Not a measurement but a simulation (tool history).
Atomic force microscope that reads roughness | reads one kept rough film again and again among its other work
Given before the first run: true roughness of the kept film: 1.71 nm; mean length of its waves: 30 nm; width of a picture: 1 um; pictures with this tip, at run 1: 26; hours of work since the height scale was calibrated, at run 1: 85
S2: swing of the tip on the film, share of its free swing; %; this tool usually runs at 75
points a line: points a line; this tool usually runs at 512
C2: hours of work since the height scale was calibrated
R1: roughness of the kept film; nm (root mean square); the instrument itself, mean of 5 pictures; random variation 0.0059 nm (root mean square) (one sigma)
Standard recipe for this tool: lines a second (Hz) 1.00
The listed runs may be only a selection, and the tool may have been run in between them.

Run 1, hour 0.0: usual settings; pictures with this tip 26; C2 85. Result: R1 1.494 nm (root mean square).
Run 2, hour 19.5: usual settings; pictures with this tip 66; C2 101. Result: R1 1.416 nm (root mean square).
At hour 21.6: new tip fitted.
Run 3, hour 32.4: usual settings but lines a second (Hz) 1.55; pictures with this tip 22; C2 110. Result: R1 1.455 nm (root mean square).
Run 4, hour 51.4: usual settings; pictures with this tip 61; C2 125. Result: R1 1.420 nm (root mean square).
At hour 54.8: new tip fitted.
Run 5, hour 64.4: usual settings; pictures with this tip 20; C2 135. Result: R1 1.491 nm (root mean square).
Run 6, hour 84.8: usual settings; pictures with this tip 61; C2 151. Result: R1 1.436 nm (root mean square).
At hour 88.6: new tip fitted.
Run 7, hour 99.8: usual settings; pictures with this tip 23; C2 162. Result: R1 1.502 nm (root mean square).
Run 8, hour 113.7: usual settings; pictures with this tip 51; C2 173. Result: R1 1.444 nm (root mean square).
At hour 122.9: new tip fitted.
Run 9, hour 124.9: usual settings but points a line 991; pictures with this tip 4; C2 182. Result: R1 1.534 nm (root mean square).
Run 10, hour 135.2: usual settings; pictures with this tip 25; C2 190. Result: R1 1.490 nm (root mean square).
Run 11, hour 153.9: usual settings but points a line 881; pictures with this tip 64; C2 204. Result: R1 1.428 nm (root mean square).
At hour 157.6: new tip fitted.
Run 12, hour 175.7: usual settings but points a line 881; pictures with this tip 37; C2 221. Result: R1 1.483 nm (root mean square).
Run 13, hour 186.2: usual settings but points a line 763; pictures with this tip 59; C2 229. Result: R1 1.441 nm (root mean square).
At hour 191.5: new tip fitted.
Run 14, hour 207.2: usual settings but points a line 763; pictures with this tip 32; C2 245. Result: R1 1.486 nm (root mean square).
At hour 209.6: height scale calibrated on a step standard.
Run 15, hour 218.0: usual settings but points a line 763; pictures with this tip 53; C2 7. Result: R1 1.440 nm (root mean square).
At hour 226.2: new tip fitted.
Run 16, hour 233.3: usual settings but points a line 763; pictures with this tip 15; C2 18. Result: R1 1.506 nm (root mean square).
Run 17, hour 254.1: usual settings but points a line 763; pictures with this tip 57; C2 35. Result: R1 1.436 nm (root mean square).
At hour 259.2: new tip fitted.
Run 18, hour 272.9: usual settings but lines a second (Hz) 2.64, points a line 763; pictures with this tip 28; C2 49. Result: R1 1.369 nm (root mean square).
Run 19, hour 288.5: usual settings; pictures with this tip 60; C2 61. Result: R1 1.428 nm (root mean square).
At hour 294.2: height scale calibrated on a step standard, once more.
At hour 294.7: new tip fitted.
Run 20, hour 301.0: usual settings; pictures with this tip 13; C2 5. Result: R1 1.522 nm (root mean square).
Run 21, hour 314.6: usual settings; pictures with this tip 41; C2 16. Result: R1 1.463 nm (root mean square).
At hour 328.4: new tip fitted.
Run 22, hour 331.8: usual settings but S2 83 %; pictures with this tip 7; C2 29. Result: R1 1.484 nm (root mean square).
Run 23, hour 341.0: usual settings but S2 59 %; pictures with this tip 26; C2 36. Result: R1 1.534 nm (root mean square).
Run 24, hour 359.3: usual settings but S2 59 %; pictures with this tip 63; C2 50. Result: R1 1.486 nm (root mean square).
At hour 363.0: new tip fitted.
Run 25, hour 375.4: usual settings but S2 59 %; pictures with this tip 25; C2 62. Result: R1 1.549 nm (root mean square).
Run 26, hour 393.3: usual settings but lines a second (Hz) 1.96, S2 59 %, points a line 742; pictures with this tip 62; C2 77. Result: R1 1.460 nm (root mean square).
At hour 396.5: new tip fitted.
Run 27, hour 408.1: usual settings but lines a second (Hz) 1.96, S2 59 %, points a line 742; pictures with this tip 24; C2 88. Result: R1 1.516 nm (root mean square).
Run 28, hour 423.3: usual settings but lines a second (Hz) 1.96, S2 59 %, points a line 742; pictures with this tip 55; C2 100. Result: R1 1.485 nm (root mean square).
At hour 430.7: new tip fitted.
Run 29, hour 441.9: usual settings but lines a second (Hz) 1.80, points a line 742; pictures with this tip 23; C2 114. Result: R1 1.439 nm (root mean square).
Run 30, hour 457.4: usual settings but lines a second (Hz) 1.75, S2 67 %, points a line 304; pictures with this tip 55; C2 126. Result: R1 1.426 nm (root mean square).
At hour 464.8: new tip fitted.
Run 31, hour 470.5: usual settings but lines a second (Hz) 2.33, S2 66 %, points a line 882; pictures with this tip 11; C2 136. Result: R1 1.491 nm (root mean square).
Run 32, hour 481.2: usual settings but lines a second (Hz) 1.03, S2 84 %, points a line 396; pictures with this tip 33; C2 144. Result: R1 1.438 nm (root mean square).
At hour 498.4: new tip fitted.
Run 33, hour 499.1: usual settings but lines a second (Hz) 1.59; pictures with this tip 2; C2 158. Result: R1 1.489 nm (root mean square).
Run 34, hour 521.5: usual settings but lines a second (Hz) 0.88, S2 90 %, points a line 846; pictures with this tip 48; C2 176. Result: R1 1.396 nm (root mean square).
At hour 531.3: new tip fitted.
Run 35, hour 533.5: usual settings but lines a second (Hz) 0.88, S2 90 %, points a line 846; pictures with this tip 4; C2 185. Result: R1 1.456 nm (root mean square).
Run 36, hour 550.7: usual settings but lines a second (Hz) 0.52, S2 70 %; pictures with this tip 39; C2 198. Result: R1 1.507 nm (root mean square).
At hour 565.6: new tip fitted.
Run 37, hour 568.8: usual settings but lines a second (Hz) 0.52, S2 68 %, points a line 379; pictures with this tip 6; C2 212. Result: R1 1.571 nm (root mean square).
Run 38, hour 580.3: usual settings but lines a second (Hz) 0.52, S2 68 %, points a line 379; pictures with this tip 30; C2 221. Result: R1 1.527 nm (root mean square).
At hour 600.4: new tip fitted.
Run 39, hour 602.6: usual settings but lines a second (Hz) 0.52, S2 90 %, points a line 360; pictures with this tip 4; C2 238. Result: R1 1.518 nm (root mean square).
Run 40, hour 611.8: usual settings but lines a second (Hz) 3.19, S2 70 %, points a line 265; pictures with this tip 23; C2 245. Result: R1 1.383 nm (root mean square).
Run 41, hour 630.1: usual settings but lines a second (Hz) 3.19, S2 83 %, points a line 695; pictures with this tip 61; C2 260. Result: R1 1.211 nm (root mean square).
At hour 635.2: new tip fitted.
Run 42, hour 650.1: usual settings but lines a second (Hz) 3.19, S2 83 %, points a line 695; pictures with this tip 30; C2 275. Result: R1 1.239 nm (root mean square).
Run 43, hour 664.7: usual settings but lines a second (Hz) 0.92, S2 65 %, points a line 601; pictures with this tip 60; C2 286. Result: R1 1.488 nm (root mean square).
At hour 668.4: new tip fitted.
Run 44, hour 676.5: usual settings but lines a second (Hz) 0.92, S2 65 %, points a line 601; pictures with this tip 16; C2 295. Result: R1 1.541 nm (root mean square).
Run 45, hour 693.7: usual settings but S2 71 %, points a line 602; pictures with this tip 52; C2 309. Result: R1 1.473 nm (root mean square).
At hour 702.0: new tip fitted.
Run 46, hour 709.9: usual settings but lines a second (Hz) 0.56, S2 57 %, points a line 602; pictures with this tip 17; C2 321. Result: R1 1.569 nm (root mean square).
Run 47, hour 719.9: usual settings but lines a second (Hz) 0.56, S2 57 %, points a line 602; pictures with this tip 37; C2 329. Result: R1 1.533 nm (root mean square).
At hour 735.4: new tip fitted.
Run 48, hour 739.1: usual settings but lines a second (Hz) 0.62, S2 56 %; pictures with this tip 7; C2 343. Result: R1 1.588 nm (root mean square).
Run 49, hour 755.5: usual settings but lines a second (Hz) 1.05, points a line 500; pictures with this tip 41; C2 356. Result: R1 1.470 nm (root mean square).
At hour 769.1: new tip fitted.
Run 50, hour 776.2: usual settings but lines a second (Hz) 1.05, S2 60 %, points a line 500; pictures with this tip 14; C2 372. Result: R1 1.552 nm (root mean square).

Here are 3 independent what-if runs from the current tool condition. What would each one return?
Run A, hour 786.6: usual settings but points a line 822; pictures with this tip 35; C2 380. Result: R1 ?.
Run B, hour 786.6: usual settings but points a line 258; pictures with this tip 35; C2 380. Result: R1 ?.
Run C, hour 786.6: usual settings but lines a second (Hz) 2.65, points a line 899; pictures with this tip 35; C2 380. Result: R1 ?.

run     R1
  A  1.482
  B  1.477
  C  1.360
What these runs would have given with no unlogged condition in the tool:
run     R1
  A  1.539
  B  1.534
  C  1.413
